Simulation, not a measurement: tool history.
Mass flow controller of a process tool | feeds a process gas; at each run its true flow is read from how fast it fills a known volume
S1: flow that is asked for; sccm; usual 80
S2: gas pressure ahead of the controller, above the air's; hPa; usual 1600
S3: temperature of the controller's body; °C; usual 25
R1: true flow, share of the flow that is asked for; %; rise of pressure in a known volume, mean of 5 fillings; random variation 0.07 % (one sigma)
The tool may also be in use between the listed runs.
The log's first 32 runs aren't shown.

run    hour   S1    S2  S3      R1
 33  5905.1  175  1820  25  103.34
 34  6021.5  175  1820  25  103.36
 35  6224.9  175  1820  25  103.55
 36  6342.5  105  2050  22  103.12
 37  6466.3  119  2050  22   103.1
 38  6733.4  119  2050  22  103.13
 39  6939.7  119  2050  22  103.41
 40  7173.4  119  2050  22  103.38

Forecast each of these 5 alternatives for the next run:
  A  7297.5  26  2220  22   ?
  B  7297.5  32  2050  29   ?
  C  7297.5  80  1600  28   ?
  D  7297.5  80  1600  30   ?
  E  7297.5  59  1600  25   ?

run      R1
  A  105.66
  B  105.58
  C  103.81
  D  104.04
  E  103.95
Without the tool's hidden state the same runs would have given:
run     R1
  A  98.39
  B  99.02
  C  99.14
  D  99.37
  E  98.83
